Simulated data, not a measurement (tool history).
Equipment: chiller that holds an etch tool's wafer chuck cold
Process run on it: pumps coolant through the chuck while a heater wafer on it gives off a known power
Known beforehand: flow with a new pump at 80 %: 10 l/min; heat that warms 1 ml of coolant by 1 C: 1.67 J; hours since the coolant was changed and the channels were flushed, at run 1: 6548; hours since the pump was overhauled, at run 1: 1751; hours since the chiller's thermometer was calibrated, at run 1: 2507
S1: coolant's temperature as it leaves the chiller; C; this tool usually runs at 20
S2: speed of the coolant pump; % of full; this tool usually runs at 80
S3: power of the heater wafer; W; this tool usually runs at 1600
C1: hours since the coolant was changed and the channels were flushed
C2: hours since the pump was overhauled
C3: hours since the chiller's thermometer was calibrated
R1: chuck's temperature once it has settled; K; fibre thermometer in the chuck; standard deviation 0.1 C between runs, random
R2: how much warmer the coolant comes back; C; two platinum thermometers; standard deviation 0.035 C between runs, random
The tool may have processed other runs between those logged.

run 1 day=0 | S1=20 S2=80 S3=1600 | C1=6548 C2=1751 C3=2507 | R1=306.45 R2=5.96
run 2 day=7.021 | S1=20 S2=80 S3=1600 | C1=6716 C2=1920 C3=2676 | R1=306.55 R2=6.04
run 3 day=14.875 | S1=20 S2=80 S3=1600 | C1=6905 C2=2108 C3=2864 | R1=306.85 R2=6
run 4 day=22.688 | S1=20 S2=80 S3=1600 | C1=7092 C2=2296 C3=3052 | R1=306.85 R2=6.06
run 5 day=27.9 | S1=20 S2=80 S3=1600 | C1=7217 C2=2421 C3=3177 | R1=306.85 R2=6.06
run 6 day=34.688 | S1=20 S2=80 S3=1600 | C1=7380 C2=2584 C3=3340 | R1=307.05 R2=6.1
run 7 day=40.242 | S1=28 S2=80 S3=1600 | C1=7513 C2=2717 C3=3473 | R1=315.15 R2=6.04
-- day=44.954 chiller's thermometer calibrated
run 8 day=46.667 | S1=28 S2=80 S3=1600 | C1=7667 C2=2870 C3=41 | R1=314.55 R2=6.06
run 9 day=51.1 | S1=20 S2=80 S3=1600 | C1=7773 C2=2976 C3=147 | R1=306.65 R2=6.06
run 10 day=57.633 | S1=20 S2=67 S3=1600 | C1=7930 C2=3133 C3=304 | R1=309.05 R2=7.36
run 11 day=61.204 | S1=17 S2=80 S3=1600 | C1=8015 C2=3219 C3=390 | R1=303.95 R2=6.16
run 12 day=68.883 | S1=20 S2=80 S3=1600 | C1=8200 C2=3403 C3=574 | R1=306.75 R2=6.16
run 13 day=76.742 | S1=20 S2=80 S3=1600 | C1=8388 C2=3592 C3=763 | R1=306.95 R2=6.15
run 14 day=82.917 | S1=20 S2=80 S3=1309 | C1=8537 C2=3740 C3=911 | R1=304.35 R2=5.02
run 15 day=87.271 | S1=20 S2=80 S3=1600 | C1=8641 C2=3845 C3=1016 | R1=307.05 R2=6.22
run 16 day=92.512 | S1=20 S2=80 S3=1600 | C1=8767 C2=3970 C3=1141 | R1=307.05 R2=6.23
run 17 day=99.25 | S1=20 S2=80 S3=2191 | C1=8929 C2=4132 C3=1303 | R1=312.25 R2=8.57
run 18 day=104.096 | S1=20 S2=82 S3=1600 | C1=9045 C2=4248 C3=1419 | R1=306.65 R2=6.07
run 19 day=109.679 | S1=20 S2=82 S3=1600 | C1=9179 C2=4382 C3=1553 | R1=306.95 R2=6.16
run 20 day=116.008 | S1=20 S2=82 S3=1600 | C1=9331 C2=4534 C3=1705 | R1=307.15 R2=6.09
run 21 day=121.058 | S1=20 S2=82 S3=1600 | C1=9452 C2=4656 C3=1827 | R1=306.95 R2=6.11
run 22 day=125.45 | S1=20 S2=94 S3=992 | C1=9557 C2=4761 C3=1932 | R1=300.85 R2=3.22
run 23 day=131.179 | S1=20 S2=94 S3=992 | C1=9695 C2=4898 C3=2069 | R1=300.85 R2=3.29
run 24 day=138.683 | S1=20 S2=94 S3=992 | C1=9875 C2=5079 C3=2250 | R1=300.95 R2=3.3
run 25 day=144.946 | S1=29 S2=94 S3=1605 | C1=10025 C2=5229 C3=2400 | R1=314.75 R2=5.37
run 26 day=148.417 | S1=29 S2=94 S3=1605 | C1=10109 C2=5312 C3=2483 | R1=314.45 R2=5.33
run 27 day=155.85 | S1=29 S2=93 S3=1868 | C1=10287 C2=5491 C3=2662 | R1=316.95 R2=6.25
run 28 day=159.092 | S1=25 S2=80 S3=1763 | C1=10365 C2=5568 C3=2739 | R1=314.15 R2=7.05
run 29 day=164.188 | S1=18 S2=89 S3=1763 | C1=10487 C2=5691 C3=2862 | R1=305.75 R2=6.28
run 30 day=171.146 | S1=16 S2=80 S3=1600 | C1=10654 C2=5858 C3=3029 | R1=303.95 R2=6.37
run 31 day=174.488 | S1=19 S2=89 S3=1648 | C1=10734 C2=5938 C3=3109 | R1=305.75 R2=5.88
-- day=176.467 coolant changed, channels flushed
run 32 day=178.592 | S1=16 S2=65 S3=1867 | C1=51 C2=6030 C3=3201 | R1=308.05 R2=9.4
run 33 day=186.212 | S1=14 S2=63 S3=1151 | C1=234 C2=6213 C3=3384 | R1=299.45 R2=5.95

Predict each of these 3 candidate next runs independently; none follows another, all start after run 33:
run A day=193.008 | S1=11 S2=66 S3=916 | C1=397 C2=6376 C3=3547 | R1=? R2=?
run B day=193.008 | S1=28 S2=63 S3=1127 | C1=397 C2=6376 C3=3547 | R1=? R2=?
run C day=193.008 | S1=14 S2=63 S3=909 | C1=397 C2=6376 C3=3547 | R1=? R2=?

run=A R1=293.65 R2=4.57
run=B R1=313.15 R2=5.92
run=C R1=296.85 R2=4.78
With the hidden condition removed and each run's random variation left untouched, the same runs would have given:
run=A R1=292.35 R2=4.05
run=B R1=311.55 R2=5.25
run=C R1=295.45 R2=4.24

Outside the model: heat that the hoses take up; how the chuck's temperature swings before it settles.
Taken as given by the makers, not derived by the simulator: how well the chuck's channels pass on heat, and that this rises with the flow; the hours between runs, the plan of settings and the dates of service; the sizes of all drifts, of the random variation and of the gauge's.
